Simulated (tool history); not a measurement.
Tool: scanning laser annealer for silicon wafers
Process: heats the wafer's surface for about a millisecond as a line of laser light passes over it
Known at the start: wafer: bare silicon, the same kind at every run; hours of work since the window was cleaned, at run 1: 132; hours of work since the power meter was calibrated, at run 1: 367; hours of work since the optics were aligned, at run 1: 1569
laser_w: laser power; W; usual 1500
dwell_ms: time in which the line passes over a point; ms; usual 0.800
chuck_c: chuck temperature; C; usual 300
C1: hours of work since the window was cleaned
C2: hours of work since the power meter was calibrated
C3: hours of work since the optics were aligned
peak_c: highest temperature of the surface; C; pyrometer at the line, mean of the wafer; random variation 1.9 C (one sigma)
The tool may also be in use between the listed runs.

run 1 hour=0.0 | laser_w=1500 dwell_ms=0.800 chuck_c=300 | C1=132 C2=367 C3=1569 | peak_c=1111
run 2 hour=23.4 | laser_w=1500 dwell_ms=0.800 chuck_c=300 | C1=142 C2=377 C3=1579 | peak_c=1110
run 3 hour=45.0 | laser_w=1500 dwell_ms=0.800 chuck_c=300 | C1=151 C2=386 C3=1588 | peak_c=1108
run 4 hour=54.9 | laser_w=1500 dwell_ms=0.800 chuck_c=300 | C1=155 C2=391 C3=1592 | peak_c=1112
run 5 hour=66.8 | laser_w=1500 dwell_ms=0.800 chuck_c=324 | C1=160 C2=396 C3=1597 | peak_c=1134
run 6 hour=87.4 | laser_w=1500 dwell_ms=0.800 chuck_c=300 | C1=169 C2=405 C3=1606 | peak_c=1107
run 7 hour=99.4 | laser_w=1500 dwell_ms=0.800 chuck_c=300 | C1=174 C2=410 C3=1611 | peak_c=1109
run 8 hour=123.4 | laser_w=1500 dwell_ms=0.800 chuck_c=300 | C1=184 C2=420 C3=1621 | peak_c=1106
run 9 hour=141.3 | laser_w=1500 dwell_ms=0.800 chuck_c=300 | C1=192 C2=427 C3=1629 | peak_c=1109
run 10 hour=155.6 | laser_w=1500 dwell_ms=0.800 chuck_c=269 | C1=198 C2=434 C3=1635 | peak_c=1074
run 11 hour=173.9 | laser_w=1500 dwell_ms=0.800 chuck_c=266 | C1=206 C2=441 C3=1643 | peak_c=1073
run 12 hour=191.5 | laser_w=1500 dwell_ms=0.800 chuck_c=266 | C1=213 C2=449 C3=1650 | peak_c=1071
run 13 hour=204.2 | laser_w=1500 dwell_ms=0.800 chuck_c=266 | C1=218 C2=454 C3=1656 | peak_c=1069
-- hour=208.5 laser's power meter calibrated
run 14 hour=222.3 | laser_w=1291 dwell_ms=0.800 chuck_c=300 | C1=225 C2=6 C3=1662 | peak_c=967
run 15 hour=236.9 | laser_w=1291 dwell_ms=0.800 chuck_c=300 | C1=231 C2=12 C3=1668 | peak_c=967
run 16 hour=254.7 | laser_w=1291 dwell_ms=0.800 chuck_c=300 | C1=239 C2=20 C3=1676 | peak_c=966
run 17 hour=275.2 | laser_w=1500 dwell_ms=0.800 chuck_c=325 | C1=247 C2=28 C3=1685 | peak_c=1132
run 18 hour=287.0 | laser_w=1500 dwell_ms=0.800 chuck_c=300 | C1=252 C2=33 C3=1690 | peak_c=1102
run 19 hour=302.8 | laser_w=1500 dwell_ms=0.800 chuck_c=300 | C1=259 C2=40 C3=1696 | peak_c=1104
run 20 hour=313.9 | laser_w=1500 dwell_ms=0.823 chuck_c=300 | C1=264 C2=45 C3=1701 | peak_c=1118
run 21 hour=337.3 | laser_w=1560 dwell_ms=0.823 chuck_c=289 | C1=274 C2=55 C3=1711 | peak_c=1147

Forecast run 22:
-- hour=356.9 laser's power meter calibrated, once more
run 22 hour=358.7 | laser_w=1637 dwell_ms=0.880 chuck_c=315 | C1=282 C2=1 C3=1719 | peak_c=?

peak_c: 1264 C
Without the tool's hidden state the same run would have given peak_c 1309 C.

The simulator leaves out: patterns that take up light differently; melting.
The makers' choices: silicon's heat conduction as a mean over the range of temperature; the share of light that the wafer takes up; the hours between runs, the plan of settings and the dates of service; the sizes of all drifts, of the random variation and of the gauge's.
